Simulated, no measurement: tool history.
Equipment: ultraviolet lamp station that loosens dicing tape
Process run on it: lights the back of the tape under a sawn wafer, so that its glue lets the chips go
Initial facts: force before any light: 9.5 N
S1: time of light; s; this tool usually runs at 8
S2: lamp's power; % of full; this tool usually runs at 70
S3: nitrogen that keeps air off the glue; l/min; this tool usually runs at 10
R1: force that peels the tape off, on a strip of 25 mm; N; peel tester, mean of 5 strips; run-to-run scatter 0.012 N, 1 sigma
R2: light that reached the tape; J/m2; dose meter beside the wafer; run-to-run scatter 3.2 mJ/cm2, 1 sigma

run   hour  S1  S2  S3     R1    R2
  1    0.0   8  70  10  1.289  3230
  2   46.2   8  70  10  1.425  3040
  3   80.5   8  70  10  1.537  2960
  4  126.8   8  70  10  1.648  2870
  5  169.3   8  70  10  1.802  2680
     176.3  -- window cleaned of glue's vapour
  6  212.8   8  70  10  1.503  2930
  7  257.9   8  70  10  1.699  2780
     278.7  -- lamp changed
  8  279.7   8  70  10  0.579  4750
  9  326.7   8  70  10  0.628  4510
 10  349.2   8  70  10  0.675  4430
 11  392.1   8  70   6  1.096  4290
 12  431.0  16  65   6  0.307  7670
 13  473.9  16  65   6  0.330  7430
     488.2  -- window cleaned of glue's vapour
 14  496.6   6  95   6  0.955  4550
 15  542.2   6  95   6  1.031  4400
 16  579.7   4  67  10  2.732  2000
 17  622.0  15  62   5  0.501  6650
 18  664.9   8  63  10  1.198  3440
 19  697.9   4  74  20  2.150  1990
 20  724.9   4  74  20  2.195  1870
 21  750.8  11  94   8  0.348  6460
     799.1  -- window cleaned of glue's vapour
 22  799.7  11  94   8  0.283  7180

Below are 5 alternative next runs, each starting from the tool's condition after run 22. Predict each:
  A  843.2   8  70  17   ?   ?
  B  843.2   8  70  19   ?   ?
  C  843.2  11  71   4   ?   ?
  D  843.2  10  80   6   ?   ?
  E  843.2   6  91   8   ?   ?

run     R1    R2
  A  0.692  3710
  B  0.636  3650
  C  0.993  5180
  D  0.722  5280
  E  1.213  3600
Had the tool no hidden state, the same runs would have come out as:
run     R1    R2
  A  0.361  4990
  B  0.331  4910
  C  0.523  6960
  D  0.378  7100
  E  0.657  4840
